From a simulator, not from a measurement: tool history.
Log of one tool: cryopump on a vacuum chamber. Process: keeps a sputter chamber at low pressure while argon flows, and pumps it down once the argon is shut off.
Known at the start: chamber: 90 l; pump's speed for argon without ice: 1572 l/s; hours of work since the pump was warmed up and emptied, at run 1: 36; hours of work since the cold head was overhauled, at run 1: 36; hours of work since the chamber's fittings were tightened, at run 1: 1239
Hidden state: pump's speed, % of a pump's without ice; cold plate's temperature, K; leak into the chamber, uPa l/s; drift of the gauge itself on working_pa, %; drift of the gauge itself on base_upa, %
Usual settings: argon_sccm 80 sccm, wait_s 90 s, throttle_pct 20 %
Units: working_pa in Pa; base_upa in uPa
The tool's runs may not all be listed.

run,hour,argon_sccm,wait_s,throttle_pct,hours of work since the pump was warmed up and emptied,hours of work since the cold head was overhauled,hours of work since the chamber's fittings were tightened,working_pa,base_upa
1,0,80,90,20,36,36,1239,0.4282,1.25
2,38.2,80,90,24,53,53,1256,0.36,1.25
3,90.7,80,90,24,77,77,1279,0.3613,1.22
4,146.9,80,90,24,102,102,1304,0.3646,1.34
5,188.5,80,90,24,120,120,1323,0.3635,1.33
6,217.9,80,90,29,134,134,1336,0.3018,1.29
7,250.8,80,90,29,148,148,1351,0.3009,1.33
8,287.3,80,45,20,165,165,1367,0.4353,1.61
9,316,80,90,20,177,177,1380,0.4368,1.37
10,369.4,80,90,20,201,201,1404,0.4395,1.44
11,406.8,80,79,20,218,218,1420,0.4423,1.51
12,452.8,80,79,20,238,238,1441,0.4426,1.52
13,499.3,80,79,20,259,259,1462,0.4398,1.52
14,556.4,80,79,20,285,285,1487,0.4424,1.54
15,608.7,80,79,47,308,308,1510,0.1964,1.59
16,634,80,79,47,319,319,1522,0.1983,1.58
17,668.8,80,79,47,335,335,1537,0.1975,1.55
18,694.5,80,31,41,346,346,1549,0.225,2.11
19,723.9,73,67,55,359,359,1562,0.1576,1.7
20,771.5,80,286,56,381,381,1583,0.1718,1.5
21,802.5,80,217,24,395,395,1597,0.3768,1.52
22,827.6,75,147,19,406,406,1608,0.4461,1.6
23,883.3,75,147,19,431,431,1633,0.4461,1.64
# hour 936.7: pump warmed up, emptied and cooled again
24,943.4,80,26,25,3,455,1658,0.346,2.03
25,990,80,26,25,24,476,1678,0.3442,2.04
26,1017.6,80,44,37,36,488,1691,0.2372,1.76
27,1064,52,235,22,57,509,1711,0.2571,1.42
28,1115.5,37,111,31,80,532,1734,0.1302,1.52
29,1171,37,111,31,105,557,1759,0.1309,1.56
30,1217.1,37,111,31,125,577,1780,0.1315,1.51
31,1246.4,37,81,20,138,591,1793,0.2016,1.62
32,1296.4,100,294,19,161,613,1815,0.5753,1.52
33,1340.8,44,66,22,180,633,1835,0.2201,1.74

Some steps in working_pa between neighbouring runs. How much of each would the tool show without its hidden state too (settings, what came in, random variation), and how much is left for the hidden state, with any gauge scatter that isn't in both results?
Run 14 -> 15: throttle_pct 20 -> 47. working_pa -0.246 Pa: hidden state +0.001, all else -0.247.
Run 23 -> 24: argon_sccm 75 -> 80, wait_s 147 -> 26, throttle_pct 19 -> 25, pump warmed up, emptied and cooled again. working_pa -0.1001 Pa: hidden state -0.018, all else -0.0821.
Run 31 -> 32: argon_sccm 37 -> 100, wait_s 81 -> 294, throttle_pct 20 -> 19. working_pa +0.3737 Pa: hidden state +0.0064, all else +0.3673.
Run 32 -> 33: argon_sccm 100 -> 44, wait_s 294 -> 66, throttle_pct 19 -> 22. working_pa -0.3552 Pa: hidden state -0.0048, all else -0.3504.
